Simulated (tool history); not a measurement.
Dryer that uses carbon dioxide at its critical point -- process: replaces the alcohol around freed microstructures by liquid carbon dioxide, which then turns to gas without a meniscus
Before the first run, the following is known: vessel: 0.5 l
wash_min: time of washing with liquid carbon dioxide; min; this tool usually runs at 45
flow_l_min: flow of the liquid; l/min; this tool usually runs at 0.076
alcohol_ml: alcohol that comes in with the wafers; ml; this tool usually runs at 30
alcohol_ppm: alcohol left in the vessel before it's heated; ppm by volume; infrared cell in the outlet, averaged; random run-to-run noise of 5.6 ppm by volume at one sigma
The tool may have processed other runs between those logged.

Run 1, hour 0: usual settings. Result: alcohol_ppm 454 ppm by volume.
Run 2, hour 27.7: usual settings. Result: alcohol_ppm 460 ppm by volume.
Run 3, hour 56.4: usual settings but flow_l_min 0.1207 l/min. Result: alcohol_ppm 248 ppm by volume.
Run 4, hour 110.1: usual settings but flow_l_min 0.1207 l/min. Result: alcohol_ppm 17 ppm by volume.
Run 5, hour 146.2: usual settings but flow_l_min 0.1207 l/min. Result: alcohol_ppm 22 ppm by volume.
Run 6, hour 170.6: usual settings but alcohol_ml 96 ml. Result: alcohol_ppm 999 ppm by volume.
Run 7, hour 213.6: usual settings. Result: alcohol_ppm 362 ppm by volume.
Run 8, hour 260.6: usual settings. Result: alcohol_ppm 403 ppm by volume.
Run 9, hour 310.6: usual settings but flow_l_min 0.0892 l/min, alcohol_ml 54 ml. Result: alcohol_ppm 143 ppm by volume.
Run 10, hour 346: usual settings but wash_min 48 min, flow_l_min 0.0477 l/min, alcohol_ml 23 ml. Result: alcohol_ppm 933 ppm by volume.
Run 11, hour 378: usual settings but wash_min 38 min, alcohol_ml 31 ml. Result: alcohol_ppm 563 ppm by volume.
Run 12, hour 432.1: usual settings but wash_min 38 min, flow_l_min 0.0643 l/min, alcohol_ml 28 ml. Result: alcohol_ppm 1087 ppm by volume.
Run 13, hour 464.2: usual settings but wash_min 38 min, flow_l_min 0.0643 l/min, alcohol_ml 28 ml. Result: alcohol_ppm 1159 ppm by volume.
Run 14, hour 505.9: usual settings but wash_min 70 min, flow_l_min 0.0881 l/min, alcohol_ml 22 ml. Result: alcohol_ppm 53 ppm by volume.
Run 15, hour 556.3: usual settings but wash_min 70 min, flow_l_min 0.0617 l/min, alcohol_ml 100 ml. Result: alcohol_ppm 308 ppm by volume.

Removed from this log: 2 entries logged between the listed runs. Between which two listed runs does each belong, and how does the tool's hidden state at the listed run before it compare with that at the listed run after it?
Between runs 3 and 4: purifier's bed changed (hour 97.7)
  flow that reaches the vessel past the clogged filter, %: 92.9 -> 90.9; alcohol in the recycled carbon dioxide, ppm: 243.9 -> 6.3
  measured less the result without the state, alcohol_ppm: +243 -> +9 ppm by volume
Between runs 8 and 9: inlet filter changed (hour 275.7)
  flow that reaches the vessel past the clogged filter, %: 85.1 -> 98.7; alcohol in the recycled carbon dioxide, ppm: 25.9 -> 32.3
  measured less the result without the state, alcohol_ppm: +239 -> +36 ppm by volume
